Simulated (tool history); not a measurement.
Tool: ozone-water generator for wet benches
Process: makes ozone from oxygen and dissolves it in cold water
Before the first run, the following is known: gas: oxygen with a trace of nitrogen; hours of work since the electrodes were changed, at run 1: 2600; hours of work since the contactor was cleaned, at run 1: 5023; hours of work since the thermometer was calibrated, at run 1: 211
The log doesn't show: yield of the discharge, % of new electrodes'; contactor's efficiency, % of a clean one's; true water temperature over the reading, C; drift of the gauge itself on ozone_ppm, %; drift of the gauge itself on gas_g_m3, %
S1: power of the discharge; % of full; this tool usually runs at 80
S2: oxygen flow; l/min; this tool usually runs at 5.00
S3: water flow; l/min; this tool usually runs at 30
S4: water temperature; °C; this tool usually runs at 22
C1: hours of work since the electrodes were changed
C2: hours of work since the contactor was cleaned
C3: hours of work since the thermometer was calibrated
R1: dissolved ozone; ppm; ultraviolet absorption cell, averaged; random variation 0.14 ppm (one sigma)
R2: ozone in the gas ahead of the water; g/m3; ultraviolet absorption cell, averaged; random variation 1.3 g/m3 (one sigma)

run	day	S1	S2	S3	S4	C1	C2	C3	R1	R2
1	0.000	80	5.00	30	22	2600	5023	211	13.1	231.0
2	4.042	80	5.00	30	22	2675	5098	286	13.3	231.9
3	7.229	80	5.00	30	22	2734	5157	345	13.2	230.3
4	10.688	80	5.00	18	22	2798	5222	410	20.7	231.1
5	13.588	80	5.00	18	22	2852	5276	463	20.2	232.2
6	17.296	80	5.00	18	22	2921	5344	532	20.5	226.8
7	19.862	80	5.00	18	22	2969	5392	580	20.4	228.2
8	21.679	80	3.27	30	22	3002	5426	614	12.1	288.3
9	24.921	80	3.27	25	22	3063	5486	674	14.6	285.9
10	26.754	80	3.27	25	22	3097	5520	708	14.7	286.0
11	29.100	80	3.27	25	22	3140	5563	751	14.6	286.5
12	33.429	80	3.27	25	22	3220	5644	832	14.5	284.4
13	35.642	80	5.00	33	22	3262	5685	873	12.0	228.4
14	39.321	80	5.00	33	22	3330	5753	941	11.7	227.4
15	42.558	80	5.00	30	27	3390	5813	1001	12.2	227.1
16	47.008	80	5.00	42	22	3472	5896	1084	9.2	228.1
17	49.421	72	5.00	23	15	3517	5941	1128	16.6	213.8
18	51.325	92	5.00	26	15	3553	5976	1164	17.2	244.1
19	54.783	92	5.00	26	16	3617	6040	1228	16.6	243.8
20	58.100	80	4.43	40	22	3678	6102	1289	9.1	239.2

Estimate the outcome of run 21 from the log above:
21	61.225	80	4.43	40	22	3736	6160	1347	?	?

R1: 9.4 ppm
R2: 240.5 g/m3
On a tool with no hidden condition, and with the same random variation, this run would have come out at R1 11.4 ppm, R2 258.9 g/m3.
